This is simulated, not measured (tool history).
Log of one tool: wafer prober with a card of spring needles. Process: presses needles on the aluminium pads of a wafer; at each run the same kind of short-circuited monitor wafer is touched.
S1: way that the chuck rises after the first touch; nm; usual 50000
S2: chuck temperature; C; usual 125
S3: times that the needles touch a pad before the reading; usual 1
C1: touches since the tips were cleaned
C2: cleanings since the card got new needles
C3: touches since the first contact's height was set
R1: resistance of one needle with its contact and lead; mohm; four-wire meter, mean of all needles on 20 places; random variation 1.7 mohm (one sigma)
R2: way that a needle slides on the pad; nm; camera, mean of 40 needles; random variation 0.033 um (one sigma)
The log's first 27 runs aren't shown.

run	day	S1	S2	S3	C1	C2	C3	R1	R2
28	7.892	44000	125	1	4279	12	86570	178	8620
# day 8.296: tips cleaned on abrasive film
29	8.321	44000	125	1	136	13	88881	179	8560
30	8.742	41000	83	1	2454	13	91199	173	8030
31	8.954	33000	55	1	3611	13	92356	170	6430
32	9.333	50000	125	2	5684	13	94429	180	9780
# day 9.492: tips cleaned on abrasive film
33	9.721	50000	125	2	1247	14	96508	176	9790
34	10.012	59000	83	1	2856	14	98117	168	11490
35	10.233	50000	102	1	4058	14	99319	172	9740

Forecast each of these 4 alternatives for the next run:
A	10.579	46000	46	2	5931	14	101192	?	?
B	10.579	31000	60	1	5931	14	101192	?	?
C	10.579	50000	125	2	5931	14	101192	?	?
D	10.579	50000	102	3	5931	14	101192	?	?

run	R1	R2
A	165	8950
B	175	6080
C	177	9790
D	172	9760
Without the tool's hidden state the same runs would have given:
run	R1	R2
A	165	8950
B	175	6080
C	177	9790
D	172	9760

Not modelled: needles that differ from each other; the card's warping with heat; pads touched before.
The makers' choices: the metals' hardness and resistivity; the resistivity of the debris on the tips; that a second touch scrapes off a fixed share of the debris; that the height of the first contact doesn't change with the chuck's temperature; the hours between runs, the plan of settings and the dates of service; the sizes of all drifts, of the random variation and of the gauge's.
